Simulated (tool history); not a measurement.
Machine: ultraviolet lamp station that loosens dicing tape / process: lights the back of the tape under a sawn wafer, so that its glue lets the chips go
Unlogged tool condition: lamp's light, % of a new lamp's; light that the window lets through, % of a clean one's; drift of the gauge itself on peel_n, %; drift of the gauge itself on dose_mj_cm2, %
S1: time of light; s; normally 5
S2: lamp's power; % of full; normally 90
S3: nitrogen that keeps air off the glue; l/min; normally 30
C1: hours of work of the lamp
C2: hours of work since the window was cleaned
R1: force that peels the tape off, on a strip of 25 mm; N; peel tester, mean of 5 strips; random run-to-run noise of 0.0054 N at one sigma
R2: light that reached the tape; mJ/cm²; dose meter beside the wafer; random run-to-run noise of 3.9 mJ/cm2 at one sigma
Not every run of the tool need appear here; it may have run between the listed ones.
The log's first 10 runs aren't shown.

run	day	S1	S2	S3	C1	C2	R1	R2
11	3.546	5	68	30	326	186	0.195	500
12	3.862	5	68	30	332	192	0.202	510
13	4.317	9	90	30	340	201	0.074	1206
14	4.825	5	90	36	350	210	0.105	665
15	5.221	5	90	30	357	217	0.109	659
16	5.721	5	90	30	366	227	0.107	670
17	6.075	5	90	30	373	233	0.094	668
18	6.421	5	90	30	379	239	0.108	664
19	6.671	5	90	24	384	244	0.132	669
20	6.946	5	90	30	389	249	0.115	671
21	7.438	5	70	30	398	258	0.184	518
22	7.783	3	67	30	405	265	0.749	296
23	8.038	5	77	12	409	269	0.382	573
24	8.438	5	90	37	417	277	0.098	671
25	8.683	2	70	16	421	281	2.171	214
26	8.946	4	61	16	426	286	0.867	365
27	9.412	4	72	40	435	295	0.24	429
28	9.729	5	72	12	440	301	0.474	538
29	10.112	7	66	25	448	308	0.108	685

For run 30, what comes out?
30	10.45	4	62	30	454	314	?	?

R1: 0.464 N
R2: 367 mJ/cm²
On a tool with no hidden condition, and with the same random variation, this run would have come out at R1 0.462 N, R2 368 mJ/cm².
